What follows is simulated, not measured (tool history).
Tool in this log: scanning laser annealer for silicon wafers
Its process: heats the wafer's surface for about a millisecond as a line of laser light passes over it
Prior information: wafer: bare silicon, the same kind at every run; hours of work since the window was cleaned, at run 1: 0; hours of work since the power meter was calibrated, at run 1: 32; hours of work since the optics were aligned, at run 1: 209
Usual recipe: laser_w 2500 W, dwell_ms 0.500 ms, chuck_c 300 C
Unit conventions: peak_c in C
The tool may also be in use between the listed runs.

| run | hour | laser_w | dwell_ms | chuck_c | hours of work since the window was cleaned | hours of work since the power meter was calibrated | hours of work since the optics were aligned | peak_c |
|---|---|---|---|---|---|---|---|---|
| 1 | 0.0 | 2500 | 0.500 | 300 | 0 | 32 | 209 | 1115 |
| 2 | 68.7 | 2500 | 0.500 | 300 | 34 | 65 | 243 | 1115 |
| 3 | 101.0 | 2500 | 0.500 | 300 | 49 | 81 | 258 | 1115 |
| 4 | 144.6 | 2500 | 0.500 | 300 | 71 | 102 | 280 | 1111 |
| 5 | 183.5 | 2500 | 0.500 | 300 | 90 | 121 | 299 | 1110 |
| 6 | 226.8 | 2500 | 0.500 | 314 | 111 | 143 | 320 | 1119 |
| 7 | 276.3 | 2500 | 0.500 | 300 | 135 | 167 | 344 | 1106 |
| 8 | 316.2 | 2500 | 0.500 | 300 | 155 | 186 | 364 | 1100 |
| 9 | 353.7 | 2500 | 0.500 | 300 | 173 | 205 | 382 | 1100 |
| 10 | 416.8 | 2500 | 0.500 | 300 | 204 | 235 | 413 | 1099 |
| 11 | 482.9 | 2500 | 0.500 | 300 | 236 | 268 | 445 | 1096 |
| 12 | 525.7 | 2500 | 0.500 | 300 | 257 | 289 | 466 | 1098 |
| 13 | 584.5 | 2500 | 0.500 | 300 | 286 | 317 | 495 | 1091 |
| 14 | 636.9 | 2500 | 0.500 | 300 | 311 | 343 | 521 | 1092 |
| 15 | 695.8 | 2500 | 0.500 | 300 | 340 | 372 | 549 | 1090 |
| 16 | 757.6 | 2698 | 0.500 | 262 | 370 | 402 | 580 | 1111 |
| 17 | 807.0 | 2195 | 0.500 | 289 | 395 | 426 | 604 | 977 |
| 18 | 867.5 | 2463 | 0.500 | 305 | 424 | 456 | 633 | 1075 |
| 19 | 907.5 | 2500 | 0.500 | 322 | 444 | 475 | 653 | 1105 |
| 20 | 939.3 | 2239 | 0.455 | 316 | 459 | 491 | 668 | 988 |
| 21 | 968.6 | 2539 | 0.419 | 324 | 474 | 505 | 683 | 1054 |
| 22 | 1037.5 | 2500 | 0.515 | 300 | 507 | 539 | 716 | 1088 |
| 23 | 1069.3 | 2500 | 0.544 | 300 | 523 | 554 | 732 | 1105 |
| 24 | 1104.7 | 2310 | 0.583 | 287 | 540 | 572 | 749 | 1052 |
| 25 | 1157.8 | 2500 | 0.500 | 290 | 566 | 598 | 775 | 1063 |
| 26 | 1218.9 | 2749 | 0.399 | 306 | 596 | 628 | 805 | 1074 |
| 27 | 1275.6 | 2503 | 0.399 | 285 | 624 | 655 | 833 | 980 |

4 options for the next run, each taken on its own from the tool as it stands now. Forecast them:
| A | 1315.3 | 2411 | 0.407 | 285 | 643 | 675 | 852 | ? |
| B | 1315.3 | 2598 | 0.509 | 330 | 643 | 675 | 852 | ? |
| C | 1315.3 | 2503 | 0.399 | 299 | 643 | 675 | 852 | ? |
| D | 1315.3 | 2500 | 0.581 | 334 | 643 | 675 | 852 | ? |

| run | peak_c |
|---|---|
| A | 957 |
| B | 1131 |
| C | 990 |
| D | 1150 |
With the hidden condition removed and each run's random variation left untouched, the same runs would have given:
| run | peak_c |
|---|---|
| A | 1007 |
| B | 1192 |
| C | 1043 |
| D | 1212 |
